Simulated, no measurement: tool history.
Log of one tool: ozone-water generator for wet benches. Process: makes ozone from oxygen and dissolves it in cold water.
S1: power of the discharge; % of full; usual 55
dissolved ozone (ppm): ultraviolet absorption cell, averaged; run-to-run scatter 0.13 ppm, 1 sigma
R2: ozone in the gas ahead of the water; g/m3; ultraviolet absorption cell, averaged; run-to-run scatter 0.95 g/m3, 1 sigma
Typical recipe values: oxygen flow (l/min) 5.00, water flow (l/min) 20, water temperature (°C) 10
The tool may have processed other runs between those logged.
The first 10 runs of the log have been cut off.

At day 37.900: contactor cleaned, once more.
Run 11, day 38.538: usual settings but water temperature (°C) 9. Result: dissolved ozone (ppm) 9.9, R2 116.7 g/m3.
Run 12, day 41.879: usual settings. Result: dissolved ozone (ppm) 9.7, R2 116.0 g/m3.
Run 13, day 44.954: usual settings. Result: dissolved ozone (ppm) 9.9, R2 114.3 g/m3.
Run 14, day 48.200: usual settings but oxygen flow (l/min) 4.44. Result: dissolved ozone (ppm) 9.6, R2 119.4 g/m3.
At day 50.308: electrodes of the discharge changed.
Run 15, day 50.958: usual settings. Result: dissolved ozone (ppm) 13.8, R2 159.7 g/m3.
Run 16, day 54.992: usual settings but water flow (l/min) 14. Result: dissolved ozone (ppm) 18.7, R2 160.6 g/m3.
Run 17, day 59.850: usual settings. Result: dissolved ozone (ppm) 13.6, R2 160.0 g/m3.
Run 18, day 63.875: usual settings but S1 57 % of full, water temperature (°C) 7. Result: dissolved ozone (ppm) 14.2, R2 162.5 g/m3.
Run 19, day 69.062: usual settings but S1 47 % of full, oxygen flow (l/min) 4.32. Result: dissolved ozone (ppm) 11.9, R2 156.8 g/m3.
Run 20, day 74.017: usual settings but S1 47 % of full, oxygen flow (l/min) 4.32. Result: dissolved ozone (ppm) 11.9, R2 154.2 g/m3.
Run 21, day 77.958: usual settings but S1 47 % of full, oxygen flow (l/min) 4.32, water flow (l/min) 18. Result: dissolved ozone (ppm) 13.3, R2 153.4 g/m3.
Run 22, day 80.746: usual settings but S1 47 % of full, oxygen flow (l/min) 4.32, water flow (l/min) 18. Result: dissolved ozone (ppm) 13.0, R2 154.3 g/m3.
Run 23, day 84.921: usual settings but water flow (l/min) 27. Result: dissolved ozone (ppm) 9.6, R2 154.5 g/m3.
Run 24, day 88.071: usual settings but S1 51 % of full. Result: dissolved ozone (ppm) 12.4, R2 148.6 g/m3.
Run 25, day 93.125: usual settings but S1 87 % of full, oxygen flow (l/min) 3.81, water flow (l/min) 15, water temperature (°C) 7. Result: dissolved ozone (ppm) 20.4, R2 214.8 g/m3.
Run 26, day 95.233: usual settings but S1 87 % of full, oxygen flow (l/min) 3.81, water flow (l/min) 15, water temperature (°C) 7. Result: dissolved ozone (ppm) 20.4, R2 214.4 g/m3.
Run 27, day 98.025: usual settings but S1 87 % of full, oxygen flow (l/min) 3.81, water flow (l/min) 15, water temperature (°C) 7. Result: dissolved ozone (ppm) 20.1, R2 213.2 g/m3.
Run 28, day 101.058: usual settings but S1 87 % of full, oxygen flow (l/min) 4.15, water flow (l/min) 24, water temperature (°C) 7. Result: dissolved ozone (ppm) 13.0, R2 203.5 g/m3.
At day 103.708: water thermometer calibrated.
Run 29, day 103.708: usual settings but S1 45 % of full, water temperature (°C) 8. Result: dissolved ozone (ppm) 11.6, R2 137.5 g/m3.
Run 30, day 106.692: usual settings but S1 45 % of full, water temperature (°C) 8. Result: dissolved ozone (ppm) 11.6, R2 135.7 g/m3.
Run 31, day 110.729: usual settings but S1 45 % of full, water temperature (°C) 8. Result: dissolved ozone (ppm) 11.5, R2 135.5 g/m3.
Run 32, day 115.733: usual settings but water flow (l/min) 22. Result: dissolved ozone (ppm) 11.4, R2 147.6 g/m3.
Run 33, day 118.829: usual settings but S1 52 % of full, oxygen flow (l/min) 7.12, water flow (l/min) 16. Result: dissolved ozone (ppm) 15.3, R2 124.6 g/m3.
Run 34, day 122.250: usual settings but S1 52 % of full, oxygen flow (l/min) 7.12, water flow (l/min) 16. Result: dissolved ozone (ppm) 15.1, R2 124.5 g/m3.

Predict each of these 3 candidate next runs independently; none follows another, all start after run 34:
Run A, day 125.704: usual settings but oxygen flow (l/min) 8.90, water flow (l/min) 15. Result: dissolved ozone (ppm) ?, R2 ?.
Run B, day 125.704: usual settings but S1 95 % of full, oxygen flow (l/min) 7.22, water flow (l/min) 16. Result: dissolved ozone (ppm) ?, R2 ?.
Run C, day 125.704: usual settings but S1 52 % of full, oxygen flow (l/min) 7.12, water flow (l/min) 21. Result: dissolved ozone (ppm) ?, R2 ?.

run  dissolved ozone (ppm)     R2
  A                   16.3  114.7
  B                   20.0  162.8
  C                   12.2  123.7
Without the tool's unlogged condition, the same runs would have read:
run  dissolved ozone (ppm)     R2
  A                   19.0  126.6
  B                   23.9  185.3
  C                   14.2  136.1
